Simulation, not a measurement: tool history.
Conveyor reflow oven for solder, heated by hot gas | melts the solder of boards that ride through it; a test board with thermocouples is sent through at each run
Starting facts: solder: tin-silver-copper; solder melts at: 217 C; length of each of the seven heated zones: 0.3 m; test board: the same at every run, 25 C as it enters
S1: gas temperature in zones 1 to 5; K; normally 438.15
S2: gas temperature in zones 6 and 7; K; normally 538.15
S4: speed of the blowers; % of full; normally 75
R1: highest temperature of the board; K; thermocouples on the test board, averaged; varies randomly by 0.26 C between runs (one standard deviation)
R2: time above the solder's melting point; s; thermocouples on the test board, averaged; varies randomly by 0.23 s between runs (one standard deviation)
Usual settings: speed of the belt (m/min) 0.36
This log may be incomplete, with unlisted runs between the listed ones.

Run 1, hour 0: usual settings. Result: R1 526.45 K, R2 73.8 s.
Run 2, hour 6.7: usual settings. Result: R1 526.55 K, R2 73.8 s.
Run 3, hour 11.7: usual settings. Result: R1 526.95 K, R2 74.3 s.
Run 4, hour 18.5: usual settings. Result: R1 526.05 K, R2 74.4 s.
Run 5, hour 25.1: usual settings but S2 527.15 K. Result: R1 516.25 K, R2 64 s.
Run 6, hour 33: usual settings but S2 527.15 K. Result: R1 516.05 K, R2 63.9 s.
Run 7, hour 40.8: usual settings but speed of the belt (m/min) 0.416. Result: R1 521.95 K, R2 58.3 s.
Run 8, hour 51.1: usual settings but speed of the belt (m/min) 0.416. Result: R1 521.85 K, R2 58.6 s.
Run 9, hour 57: usual settings. Result: R1 526.35 K, R2 74.1 s.
Run 10, hour 67.2: usual settings but S2 533.15 K. Result: R1 521.95 K, R2 69.9 s.
Run 11, hour 74.3: usual settings but S2 533.15 K. Result: R1 521.75 K, R2 69.6 s.
Run 12, hour 81.2: usual settings but S2 532.15 K. Result: R1 521.05 K, R2 68.5 s.
Run 13, hour 85.4: usual settings. Result: R1 526.05 K, R2 73.9 s.
Run 14, hour 93.3: usual settings. Result: R1 526.45 K, R2 73.9 s.
Run 15, hour 97.7: usual settings. Result: R1 526.05 K, R2 73.9 s.
Run 16, hour 104.7: usual settings. Result: R1 525.75 K, R2 73.6 s.
Run 17, hour 112.2: usual settings but S1 434.15 K, S2 535.15 K, speed of the belt (m/min) 0.381, S4 53 % of full. Result: R1 516.85 K, R2 56.7 s.
Run 18, hour 118.2: usual settings but S1 434.15 K. Result: R1 526.25 K, R2 71.9 s.
Run 19, hour 124.8: usual settings but S1 448.15 K, speed of the belt (m/min) 0.359. Result: R1 527.65 K, R2 79.4 s.
Run 20, hour 132.9: usual settings but S1 433.15 K, S2 540.15 K, speed of the belt (m/min) 0.407. Result: R1 523.85 K, R2 60.1 s.
Run 21, hour 137.4: usual settings but S4 64 % of full. Result: R1 524.55 K, R2 71.6 s.
Run 22, hour 145.6: usual settings but S1 445.15 K, S2 537.15 K, speed of the belt (m/min) 0.369. Result: R1 525.55 K, R2 74.4 s.
Run 23, hour 151.6: usual settings but S2 532.15 K, speed of the belt (m/min) 0.317. Result: R1 523.95 K, R2 83.7 s.
Run 24, hour 157.5: usual settings but S2 531.15 K. Result: R1 519.75 K, R2 67.8 s.
Run 25, hour 164.1: usual settings but S2 531.15 K. Result: R1 520.05 K, R2 67.8 s.
Run 26, hour 174.1: usual settings but S4 72 % of full. Result: R1 526.15 K, R2 73.2 s.
Run 27, hour 179.8: usual settings but S1 440.15 K, S2 544.15 K, speed of the belt (m/min) 0.301. Result: R1 536.45 K, R2 100.3 s.
Run 28, hour 184.9: usual settings but S1 440.15 K, S2 544.15 K, speed of the belt (m/min) 0.301. Result: R1 536.85 K, R2 100.2 s.
Run 29, hour 191.2: usual settings but S1 440.15 K, S2 544.15 K, speed of the belt (m/min) 0.301. Result: R1 536.55 K, R2 100.4 s.
Run 30, hour 196.7: usual settings but S1 437.15 K, speed of the belt (m/min) 0.419, S4 55 % of full. Result: R1 516.95 K, R2 51.7 s.
Run 31, hour 201.1: usual settings but S1 433.15 K, S2 553.15 K. Result: R1 539.45 K, R2 81.8 s.

Not shown here: 1 entry made in the log between runs. Locate each between two listed runs and compare the hidden state at the listed run before it with the hidden state at the listed run after it:
After run 9, before run 10: flux residue cleaned out of gas plates and filters (hour 62.6)
  heat that the gas passes to the board, % of a clean oven's: 99.9 -> 100; belt's true speed, % of the reading: 99.97 -> 99.96
